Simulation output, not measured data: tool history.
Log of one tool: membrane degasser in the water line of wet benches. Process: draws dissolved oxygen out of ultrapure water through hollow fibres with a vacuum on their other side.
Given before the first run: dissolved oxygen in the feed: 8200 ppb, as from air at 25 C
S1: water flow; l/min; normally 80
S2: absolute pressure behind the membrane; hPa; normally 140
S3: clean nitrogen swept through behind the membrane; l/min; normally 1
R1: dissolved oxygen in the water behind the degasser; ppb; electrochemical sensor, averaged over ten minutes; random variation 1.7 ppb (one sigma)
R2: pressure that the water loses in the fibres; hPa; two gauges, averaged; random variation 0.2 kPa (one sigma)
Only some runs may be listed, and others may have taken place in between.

run    hour  S1   S2    S3      R1     R2
  1       0  80  140     1  1312.9  454.9
  2     101  80  140     1  1318.9  457.8
  3   202.6  80  140     1  1313.3  454.7
  4   294.3  80  140     1  1316.9  454.6
  5   344.7  80  140     1  1316.4    452
  6   412.5  80  140     1  1316.2  453.9
  7   487.5  80  147     1  1386.3  454.5
      558.6  -- seals of the vacuum lines changed
  8   563.7  80  147     1  1386.9  455.5
  9     655  80  147     1  1387.5  453.6
 10   732.7  80  147     1  1392.9  455.1
 11   795.4  80  140     1  1316.9  456.7
 12   849.8  57  140     1    1034  325.1
 13   938.5  80  140  0.71  1598.5  452.8
 14   991.3  80  140  0.42  2066.9  451.1
 15  1044.5  80  117     1  1070.7  456.4
 16  1159.4  80  117     1  1070.8    454
 17  1237.6  80  117     1  1070.6  454.2
 18  1314.6  87  117     1    1136  497.6
 19  1411.5  95  140   0.8  1666.6  541.1
 20  1515.2  78  106  0.88  1002.4  442.1
 21  1605.7  72  106  1.34   720.6  404.9
 22    1679  70  187  0.63  2132.1  395.9
 23  1742.3  80  179     1  1703.1    453
 24  1834.4  80  179     1  1709.3  454.2
 25  1915.1  54  140  2.94   432.5  307.9
 26  2000.1  75  177  0.87  1754.1  422.4
 27  2115.4  57  330  0.92  2533.9  325.9
 28  2222.8  86  133  1.05  1269.4    493
 29  2330.2  86  133  1.05  1266.9  490.7
     2408.9  -- vacuum gauge calibrated
 30    2427  64  103     1   772.3  367.2
 31  2518.2  50  140     1   944.9  285.7

Each row is a separate what-if for the run after 31, all from the same tool condition, not one after another. Results?
  A  2594.1   98  140  1.85   ?   ?
  B  2594.1  112  194  2.33   ?   ?
  C  2594.1  110  148   1.7   ?   ?
  D  2594.1   69  140  0.57   ?   ?

run      R1     R2
  A  1047.1  556.2
  B  1406.8  634.5
  C  1290.9  624.8
  D  1641.9  391.8
Stripped of hidden state, with their random variation kept, the same runs would have yielded:
run      R1     R2
  A    1047  556.1
  B  1406.7  634.4
  C  1290.7  624.7
  D  1641.9  391.7

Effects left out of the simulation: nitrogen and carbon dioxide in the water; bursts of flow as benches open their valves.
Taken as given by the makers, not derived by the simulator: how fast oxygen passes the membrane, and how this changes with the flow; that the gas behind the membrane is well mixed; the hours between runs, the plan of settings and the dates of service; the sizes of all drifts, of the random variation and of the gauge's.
